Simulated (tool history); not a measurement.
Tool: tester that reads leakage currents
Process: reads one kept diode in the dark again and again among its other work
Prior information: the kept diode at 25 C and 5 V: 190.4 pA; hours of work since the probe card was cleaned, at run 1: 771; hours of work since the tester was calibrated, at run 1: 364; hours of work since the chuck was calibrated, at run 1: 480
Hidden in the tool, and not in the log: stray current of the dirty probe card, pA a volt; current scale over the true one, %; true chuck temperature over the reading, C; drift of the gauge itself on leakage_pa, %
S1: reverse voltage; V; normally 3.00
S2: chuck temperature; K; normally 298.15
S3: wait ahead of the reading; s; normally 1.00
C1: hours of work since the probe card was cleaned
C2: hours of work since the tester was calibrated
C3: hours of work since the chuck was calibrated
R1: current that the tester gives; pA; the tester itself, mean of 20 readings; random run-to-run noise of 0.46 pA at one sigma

run 1 day=0.000 | S1=3.00 S2=298.15 S3=1.00 | C1=771 C2=364 C3=480 | R1=170.35
run 2 day=0.996 | S1=3.00 S2=298.15 S3=1.00 | C1=787 C2=379 C3=496 | R1=170.81
run 3 day=2.125 | S1=3.00 S2=298.15 S3=1.00 | C1=804 C2=397 C3=513 | R1=171.16
-- day=2.904 chuck's temperature calibrated
run 4 day=3.162 | S1=3.00 S2=298.15 S3=1.00 | C1=819 C2=412 C3=4 | R1=148.54
run 5 day=4.425 | S1=3.00 S2=294.15 S3=1.00 | C1=839 C2=432 C3=24 | R1=106.67
run 6 day=5.258 | S1=2.78 S2=301.15 S3=2.90 | C1=852 C2=445 C3=37 | R1=183.76
run 7 day=5.912 | S1=7.07 S2=297.15 S3=1.00 | C1=862 C2=455 C3=47 | R1=208.75
run 8 day=6.508 | S1=3.00 S2=298.15 S3=0.37 | C1=871 C2=464 C3=56 | R1=152.65

Expected results for the next run?
run 9 day=7.592 | S1=3.00 S2=298.15 S3=0.37 | C1=888 C2=481 C3=73 | R1=?

{"run 9": {"R1": 152.94}}
Without the tool's hidden state the same run would have given R1 153.42 pA.

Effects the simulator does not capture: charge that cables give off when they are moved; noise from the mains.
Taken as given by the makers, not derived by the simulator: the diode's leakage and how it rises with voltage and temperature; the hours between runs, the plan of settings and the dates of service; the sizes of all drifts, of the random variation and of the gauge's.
